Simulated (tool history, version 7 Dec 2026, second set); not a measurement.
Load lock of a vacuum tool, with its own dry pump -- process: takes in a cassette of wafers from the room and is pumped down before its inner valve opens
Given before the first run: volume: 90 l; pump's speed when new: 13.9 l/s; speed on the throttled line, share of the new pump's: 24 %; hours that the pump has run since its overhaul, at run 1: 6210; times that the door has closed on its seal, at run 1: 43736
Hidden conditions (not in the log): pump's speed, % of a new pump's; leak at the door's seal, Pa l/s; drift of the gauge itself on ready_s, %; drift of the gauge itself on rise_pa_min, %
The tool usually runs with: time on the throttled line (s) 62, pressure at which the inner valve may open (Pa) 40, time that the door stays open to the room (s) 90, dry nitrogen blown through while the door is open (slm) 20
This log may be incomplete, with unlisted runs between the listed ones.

run	hour	time on the throttled line (s)	pressure at which the inner valve may open (Pa)	time that the door stays open to the room (s)	dry nitrogen blown through while the door is open (slm)	hours that the pump has run since its overhaul	times that the door has closed on its seal	incoming humidity of the room's air, %	time from the closed door until the inner valve may open (s)	rise of the pressure with all valves shut (Pa/min)
1	0.0	62	40	90	20	6210	43736	50.2	99.4	0.482
2	182.2	62	40	90	20	6392	44165	43.5	100.1	0.467
3	332.8	62	40	90	20	6543	44520	44.6	102.0	0.487
4	481.9	49	40	90	20	6692	44872	44.4	91.4	0.485
5	568.8	49	40	90	20	6779	45077	46.3	90.8	0.484
6	731.0	49	40	90	20	6941	45459	45.4	91.9	0.496
7	885.0	118	40	90	20	7095	45823	46.6	141.2	0.510
8	1036.9	62	40	93	20	7247	46181	44.0	100.2	0.502
9	1122.5	62	40	93	20	7332	46383	46.2	101.0	0.508
10	1265.8	62	40	93	20	7476	46721	44.9	101.9	0.518
11	1432.8	62	40	93	20	7643	47114	43.6	99.6	0.526
12	1612.1	62	40	90	20	7822	47537	42.6	101.0	0.529
13	1744.8	62	40	90	20	7955	47850	46.0	101.4	0.539
14	1839.0	62	40	90	20	8049	48072	46.1	101.6	0.546
# hour 1931.1: door's seal changed, seat wiped
15	1974.3	62	40	90	20	8183	102	45.5	100.4	0.028
16	2136.3	62	40	90	20	8345	484	43.3	100.1	0.027
17	2299.1	62	40	90	20	8507	868	45.6	101.3	0.027
18	2385.0	62	40	90	20	8593	1070	43.7	101.6	0.029
19	2486.6	62	40	90	20	8695	1310	42.8	101.0	0.030
20	2579.4	62	40	90	20	8788	1529	48.3	101.3	0.036
21	2711.3	62	77	40	20	8920	1840	44.9	95.5	0.024
22	2822.9	62	77	40	20	9031	2103	45.4	97.5	0.025
23	2917.7	62	42	90	36	9126	2326	43.7	100.9	0.024
24	3063.0	62	42	145	9	9271	2669	45.6	101.4	0.050
25	3160.2	62	42	40	14	9369	2898	45.5	100.9	0.031
26	3347.2	62	40	90	16	9556	3339	47.4	101.5	0.042
27	3470.4	62	40	90	16	9679	3630	41.2	101.9	0.034
28	3602.6	62	40	86	27	9811	3942	45.7	101.6	0.037
29	3701.3	47	32	97	12	9910	4175	44.4	92.6	0.047
30	3868.6	47	32	97	12	10077	4569	46.7	91.7	0.046
31	3993.3	47	32	97	12	10202	4863	44.8	92.3	0.052
32	4193.1	47	32	48	9	10401	5334	46.5	92.6	0.049
33	4384.3	62	40	39	12	10593	5785	45.6	102.1	0.046
34	4528.0	37	40	58	20	10736	6124	47.0	84.1	0.048
35	4618.4	100	29	58	25	10827	6337	46.7	132.9	0.048
36	4806.1	100	29	58	25	11015	6780	40.1	133.6	0.048
37	4957.0	100	29	58	25	11165	7136	45.8	132.7	0.055

Forecast each of these 3 alternatives for the next run:
A	5130.8	100	76	84	21	11339	7546	45.7	?	?
B	5130.8	100	62	36	25	11339	7546	43.2	?	?
C	5130.8	77	38	90	35	11339	7546	47.2	?	?

run	time from the closed door until the inner valve may open (s)	rise of the pressure with all valves shut (Pa/min)
A	124.6	0.062
B	127.3	0.056
C	113.9	0.053
Had the tool no hidden state, the same runs would have come out as:
run	time from the closed door until the inner valve may open (s)	rise of the pressure with all valves shut (Pa/min)
A	122.1	0.030
B	124.6	0.023
C	110.1	0.021
